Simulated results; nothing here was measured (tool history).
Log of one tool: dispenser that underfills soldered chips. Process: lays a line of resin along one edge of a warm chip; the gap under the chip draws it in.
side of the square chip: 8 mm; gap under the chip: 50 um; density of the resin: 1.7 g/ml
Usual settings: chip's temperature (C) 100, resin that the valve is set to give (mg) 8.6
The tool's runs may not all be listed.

run	hour	chip's temperature (C)	resin that the valve is set to give (mg)	time until the resin shows at the far edge (s)	resin that the valve gave (mg)
1	0	100	8.6	54	8.578
2	7.2	100	8.6	86.7	8.539
# hour 12.3: new syringe of resin
3	16.5	100	8.6	65.5	8.534
4	22.2	100	8.6	97.7	8.509
# hour 25.5: new syringe of resin
5	26.8	100	8.6	56.2	8.496
6	33.9	100	8.6	87.6	8.479
# hour 39.3: new syringe of resin
7	42.5	100	8.6	62	8.474
8	46.4	100	8.6	80.7	8.461
# hour 50.9: dispensing valve cleaned and set on the balance
# hour 53.7: new syringe of resin
9	56.1	100	7.67	60.6	7.671
10	62.8	100	7.67	93.1	7.644
# hour 66.9: new syringe of resin
11	67	112	7.67	30.6	7.641
12	70.9	100	11.03	64.6	10.968
13	75.1	100	11.03	84.8	10.936
# hour 80.3: new syringe of resin
14	80.9	107	8.91	37.8	8.833
15	88.8	108	8.73	61.1	8.641
# hour 93.7: new syringe of resin
16	96	96	7.86	69.9	7.771
17	101	90	7.38	129.8	7.27
# hour 106.4: dispensing valve cleaned and set on the balance
# hour 107.9: new syringe of resin
18	109.8	101	8.32	54	8.285
19	115.5	89	8.35	133.7	8.301
# hour 121.4: new syringe of resin
20	123.9	89	8.35	97.1	8.29
21	128.6	89	8.35	132.5	8.26
22	132.9	89	8.35	171.1	8.261
# hour 135.2: new syringe of resin
23	142.4	93	10.92	107.7	10.765
# hour 148.3: new syringe of resin
24	149.9	102	8.59	49.8	8.457
25	156.9	88	7.93	149.4	7.781

The same runs without the tool's hidden state, with the same run-to-run variation:
The hidden state here: resin's viscosity, % of fresh resin's; dose that the valve gives, % of what is set; true chip temperature over the reading, C; drift of the gauge itself on fill_s, %; drift of the gauge itself on given_mg, %.
run	time until the resin shows at the far edge (s)	resin that the valve gave (mg)
1	51.5	8.603
2	51.9	8.584
3	50.3	8.606
4	51.9	8.598
5	52.1	8.596
6	51.2	8.597
7	51.1	8.616
8	51.6	8.614
9	52.7	7.678
10	52.5	7.667
11	31.5	7.675
12	51.6	11.032
13	51.2	11.015
14	37.2	8.912
15	36	8.739
16	61.9	7.877
17	82.5	7.382
18	49.1	8.316
19	84.6	8.348
20	85.3	8.36
21	85.6	8.342
22	83.9	8.355
23	68.7	10.922
24	46.7	8.601
25	88.4	7.933
